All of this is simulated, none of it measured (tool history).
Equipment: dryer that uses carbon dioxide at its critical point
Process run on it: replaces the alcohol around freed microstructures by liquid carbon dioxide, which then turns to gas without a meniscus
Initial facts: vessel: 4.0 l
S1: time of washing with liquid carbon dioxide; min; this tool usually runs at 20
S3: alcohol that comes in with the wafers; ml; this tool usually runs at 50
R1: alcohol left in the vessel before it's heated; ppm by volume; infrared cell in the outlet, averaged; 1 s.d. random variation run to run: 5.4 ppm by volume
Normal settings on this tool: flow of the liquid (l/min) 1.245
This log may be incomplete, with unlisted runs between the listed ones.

Run 1, hour 0.0: usual settings. Result: R1 142 ppm by volume.
Run 2, hour 22.7: usual settings. Result: R1 140 ppm by volume.
Run 3, hour 41.7: usual settings. Result: R1 149 ppm by volume.
Run 4, hour 53.8: usual settings. Result: R1 142 ppm by volume.
Run 5, hour 73.4: usual settings. Result: R1 143 ppm by volume.
Run 6, hour 93.9: usual settings but S3 20 ml. Result: R1 75 ppm by volume.
Run 7, hour 115.5: usual settings but S3 20 ml. Result: R1 65 ppm by volume.
Run 8, hour 133.7: usual settings. Result: R1 162 ppm by volume.
Run 9, hour 149.3: usual settings. Result: R1 165 ppm by volume.
Run 10, hour 172.0: usual settings. Result: R1 166 ppm by volume.
Run 11, hour 188.6: usual settings. Result: R1 162 ppm by volume.
Run 12, hour 203.5: usual settings. Result: R1 170 ppm by volume.
Run 13, hour 225.7: usual settings. Result: R1 175 ppm by volume.
Run 14, hour 246.2: usual settings but flow of the liquid (l/min) 1.290, S3 34 ml. Result: R1 110 ppm by volume.
Run 15, hour 264.1: usual settings but S1 23 min. Result: R1 114 ppm by volume.
Run 16, hour 276.6: usual settings but S1 23 min. Result: R1 106 ppm by volume.
Run 17, hour 299.7: usual settings but flow of the liquid (l/min) 1.730, S3 114 ml. Result: R1 99 ppm by volume.
Run 18, hour 318.1: usual settings but flow of the liquid (l/min) 1.730, S3 114 ml. Result: R1 91 ppm by volume.
Run 19, hour 336.7: usual settings but flow of the liquid (l/min) 1.730, S3 114 ml. Result: R1 98 ppm by volume.
Run 20, hour 346.7: usual settings but S1 22 min, flow of the liquid (l/min) 1.650, S3 82 ml. Result: R1 57 ppm by volume.
Run 21, hour 365.7: usual settings but S1 14 min, flow of the liquid (l/min) 1.530. Result: R1 355 ppm by volume.
Run 22, hour 376.6: usual settings but S1 12 min, S3 66 ml. Result: R1 1290 ppm by volume.
Run 23, hour 396.9: usual settings but S1 12 min, S3 66 ml. Result: R1 1309 ppm by volume.
Run 24, hour 412.1: usual settings but S1 22 min, S3 73 ml. Result: R1 198 ppm by volume.
Run 25, hour 429.9: usual settings but S1 27 min, flow of the liquid (l/min) 0.830, S3 63 ml. Result: R1 359 ppm by volume.

Below are 4 alternative next runs, each starting from the tool's condition after run 25. Predict each:
Run A, hour 447.8: usual settings but S1 31 min, flow of the liquid (l/min) 1.190, S3 47 ml. Result: R1 ?.
Run B, hour 447.8: usual settings but S1 19 min, flow of the liquid (l/min) 0.880, S3 25 ml. Result: R1 ?.
Run C, hour 447.8: usual settings but flow of the liquid (l/min) 1.000. Result: R1 ?.
Run D, hour 447.8: usual settings but S1 15 min, flow of the liquid (l/min) 1.640, S3 24 ml. Result: R1 ?.

run   R1
  A   47
  B  384
  C  441
  D  119
Without the tool's hidden state the same runs would have given:
run   R1
  A   16
  B  289
  C  317
  D   70
